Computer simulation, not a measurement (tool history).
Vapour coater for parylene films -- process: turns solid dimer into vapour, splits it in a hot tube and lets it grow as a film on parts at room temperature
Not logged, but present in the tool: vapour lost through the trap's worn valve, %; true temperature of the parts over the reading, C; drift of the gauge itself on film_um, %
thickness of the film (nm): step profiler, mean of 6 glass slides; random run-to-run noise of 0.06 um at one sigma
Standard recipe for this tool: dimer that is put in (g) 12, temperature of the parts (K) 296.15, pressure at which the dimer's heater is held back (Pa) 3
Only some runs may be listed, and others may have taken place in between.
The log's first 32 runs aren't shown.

run    hour  dimer that is put in (g)  temperature of the parts (K)  pressure at which the dimer's heater is held back (Pa)  hours of work since the trap's valve was overhauled  hours of work since the table's thermometer was calibrated  thickness of the film (nm)
 33    1113                        16                        295.15                                                   11.34                                                  352                                                         623                        8390
 34  1156.1                        16                        295.15                                                   11.34                                                  370                                                         641                        8200
 35  1197.2                        16                        295.15                                                   11.34                                                  386                                                         657                        8330
 36  1242.4                        12                        296.15                                                     8.8                                                  404                                                         675                        6010
 37    1276                         9                        301.15                                                    8.62                                                  418                                                         689                        3970
 38  1317.2                         5                        296.15                                                    2.79                                                  434                                                         705                        2780
 39  1352.4                         7                        296.15                                                    2.79                                                  448                                                         719                        3810
 40  1398.8                         7                        296.15                                                    2.79                                                  467                                                         738                        3750
 41  1431.8                         7                        296.15                                                    2.79                                                  480                                                         751                        3860
     1451.1  -- trap's valve overhauled
 42  1479.8                        20                        288.15                                                       3                                                   11                                                         769                       14870
 43  1529.1                        20                        288.15                                                       3                                                   31                                                         789                       14850
 44  1552.4                        20                        288.15                                                       3                                                   41                                                         798                       14690
 45  1592.5                         6                        297.15                                                       3                                                   57                                                         814                        3430
 46  1624.3                         5                        300.15                                                       3                                                   69                                                         827                        2640

Predict each of these 3 candidate next runs independently; none follows another, all start after run 46:
  A  1653.7                        11                        296.15                                                       3                                                   81                                                         839                           ?
  B  1653.7                         5                        302.15                                                     8.4                                                   81                                                         839                           ?
  C  1653.7                         6                        307.15                                                    2.16                                                   81                                                         839                           ?

run  thickness of the film (nm)
  A                        6400
  B                        2190
  C                        2620
Take away the tool's hidden state, keep each run's random variation, and the runs would have read:
run  thickness of the film (nm)
  A                        6510
  B                        2220
  C                        2660
